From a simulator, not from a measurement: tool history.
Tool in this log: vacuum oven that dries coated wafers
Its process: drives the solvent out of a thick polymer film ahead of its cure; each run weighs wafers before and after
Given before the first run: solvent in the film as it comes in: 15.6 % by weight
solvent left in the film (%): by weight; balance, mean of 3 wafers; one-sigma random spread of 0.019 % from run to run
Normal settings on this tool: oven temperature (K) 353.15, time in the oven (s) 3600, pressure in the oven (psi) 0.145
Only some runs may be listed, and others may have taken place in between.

run,hour,oven temperature (K),time in the oven (s),pressure in the oven (psi),solvent left in the film (%)
1,0.0,353.15,3600,0.145,2.72
2,51.0,353.15,3600,0.145,2.72
3,85.6,343.15,3600,0.145,4.93
4,131.5,343.15,3600,0.145,4.95
5,175.3,343.15,3600,0.145,4.91
6,208.4,343.15,3600,0.145,4.94
7,254.4,343.15,3600,0.145,4.94
8,293.0,343.15,3600,0.145,4.99
9,322.2,343.15,3600,0.145,4.97
10,362.5,367.15,3600,0.145,0.85
11,403.8,367.15,3600,0.145,0.91
12,452.6,367.15,3600,0.145,0.87
13,497.8,367.15,3600,0.145,0.88
14,550.8,353.15,3600,0.145,2.80
15,586.2,353.15,3600,0.099,2.70
16,617.8,353.15,3600,0.099,2.74
17,667.3,353.15,3600,0.145,2.82
18,711.8,353.15,3600,0.145,2.88
# hour 718.2: vacuum gauge cleaned of residue and calibrated
19,766.8,350.15,3600,0.145,3.49
20,799.9,350.15,3600,0.145,3.48
21,842.3,353.15,3600,0.125,2.81
22,895.8,353.15,3600,0.125,2.83
23,938.7,353.15,3600,0.125,2.83
# hour 987.3: vacuum gauge cleaned of residue and calibrated, once more
24,987.3,353.15,3600,0.145,2.78
25,1010.5,355.15,5460,0.302,1.65
26,1056.9,355.15,5460,0.302,1.64
27,1084.4,355.15,5460,0.302,1.65
28,1138.1,365.15,3600,0.168,1.10
29,1173.4,365.15,3600,0.168,1.09
30,1221.2,352.15,2280,0.173,5.08
31,1252.1,352.15,2280,0.173,5.06
32,1278.6,352.15,2280,0.173,5.09
33,1317.8,365.15,4380,0.073,0.56
34,1353.5,358.15,3420,0.097,2.06
35,1405.8,340.15,3600,0.086,5.55
36,1447.0,342.15,3600,0.145,5.26
37,1474.2,344.15,3600,0.107,4.71
38,1502.5,350.15,2580,0.448,5.73
39,1544.7,349.15,4680,0.187,2.83
# hour 1553.2: oven's thermocouples calibrated
40,1574.0,365.15,2580,0.260,2.10
41,1612.7,365.15,2580,0.260,2.12
42,1647.9,358.15,3600,0.319,2.30
43,1676.0,358.15,3600,0.319,2.30
44,1711.2,358.15,4620,0.133,1.18
45,1765.8,367.15,3600,0.274,1.08
46,1820.6,368.15,3600,0.145,0.76
47,1870.1,342.15,3600,0.384,6.08

Below, some changes in solvent left in the film (%) between adjacent runs. For each, the amount present without the hidden state too (settings, incoming material, random variation) and the amount remaining for the hidden state with gauge scatter not shared by both compared results:
Unlogged tool condition in this case: true wafer temperature over the reading, C; true pressure over the reading, kPa; drift of the gauge itself on solvent_pct, %.
Run 9 -> 10: oven temperature (K) 343.15 -> 367.15. solvent left in the film (%) -4.12: hidden state -0.04, all else -4.08.
Run 23 -> 24: pressure in the oven (psi) 0.125 -> 0.145, vacuum gauge cleaned of residue and calibrated, once more. solvent left in the film (%) -0.05: hidden state -0.10, all else +0.05.
Run 32 -> 33: oven temperature (K) 352.15 -> 365.15, time in the oven (s) 2280 -> 4380, pressure in the oven (psi) 0.173 -> 0.073. solvent left in the film (%) -4.53: hidden state -0.09, all else -4.44.
Run 39 -> 40: oven temperature (K) 349.15 -> 365.15, time in the oven (s) 4680 -> 2580, pressure in the oven (psi) 0.187 -> 0.260, oven's thermocouples calibrated. solvent left in the film (%) -0.73: hidden state -0.14, all else -0.59.
Run 46 -> 47: oven temperature (K) 368.15 -> 342.15, pressure in the oven (psi) 0.145 -> 0.384. solvent left in the film (%) +5.32: hidden state +0.06, all else +5.26.

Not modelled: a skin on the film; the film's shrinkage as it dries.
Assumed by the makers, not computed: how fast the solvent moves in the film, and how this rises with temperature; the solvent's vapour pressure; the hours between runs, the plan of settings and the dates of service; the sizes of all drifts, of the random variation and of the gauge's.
